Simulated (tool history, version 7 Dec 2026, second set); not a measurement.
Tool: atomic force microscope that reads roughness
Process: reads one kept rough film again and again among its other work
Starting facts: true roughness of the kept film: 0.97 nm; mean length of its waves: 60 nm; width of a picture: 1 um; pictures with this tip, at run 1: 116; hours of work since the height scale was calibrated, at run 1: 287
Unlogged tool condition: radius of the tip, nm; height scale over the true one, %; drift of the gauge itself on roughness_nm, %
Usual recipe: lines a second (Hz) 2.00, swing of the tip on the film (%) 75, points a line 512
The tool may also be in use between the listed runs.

| run | hour | lines a second (Hz) | swing of the tip on the film (%) | points a line | pictures with this tip | hours of work since the height scale was calibrated | roughness of the kept film (nm (root mean square)) |
|---|---|---|---|---|---|---|---|
| 1 | 0.0 | 2.00 | 75 | 512 | 116 | 287 | 0.821 |
| 2 | 12.5 | 2.00 | 75 | 512 | 134 | 293 | 0.822 |
| 3 | 27.8 | 2.00 | 75 | 512 | 156 | 300 | 0.823 |
| 4 | 43.5 | 2.00 | 75 | 512 | 178 | 308 | 0.817 |
| 5 | 54.5 | 2.00 | 75 | 512 | 194 | 313 | 0.821 |
| 6 | 63.1 | 2.00 | 75 | 512 | 206 | 317 | 0.820 |
| 7 | 77.7 | 2.00 | 75 | 512 | 227 | 324 | 0.816 |
|  | 87.1 | new tip fitted |
| 8 | 94.2 | 1.94 | 83 | 468 | 10 | 332 | 0.780 |
| 9 | 108.4 | 0.65 | 73 | 793 | 30 | 338 | 0.924 |
| 10 | 116.6 | 1.78 | 67 | 452 | 41 | 342 | 0.883 |
| 11 | 133.0 | 2.34 | 66 | 372 | 65 | 350 | 0.863 |

What if the next run were any one of these 3? Each begins from the tool's condition after run 11:
| A | 147.1 | 1.53 | 59 | 712 | 85 | 357 | ? |
| B | 147.1 | 2.34 | 56 | 372 | 85 | 357 | ? |
| C | 147.1 | 2.27 | 55 | 663 | 85 | 357 | ? |

| run | roughness of the kept film (nm (root mean square)) |
|---|---|
| A | 0.919 |
| B | 0.907 |
| C | 0.913 |
Stripped of hidden state, with their random variation kept, the same runs would have yielded:
| run | roughness of the kept film (nm (root mean square)) |
|---|---|
| A | 0.918 |
| B | 0.906 |
| C | 0.912 |

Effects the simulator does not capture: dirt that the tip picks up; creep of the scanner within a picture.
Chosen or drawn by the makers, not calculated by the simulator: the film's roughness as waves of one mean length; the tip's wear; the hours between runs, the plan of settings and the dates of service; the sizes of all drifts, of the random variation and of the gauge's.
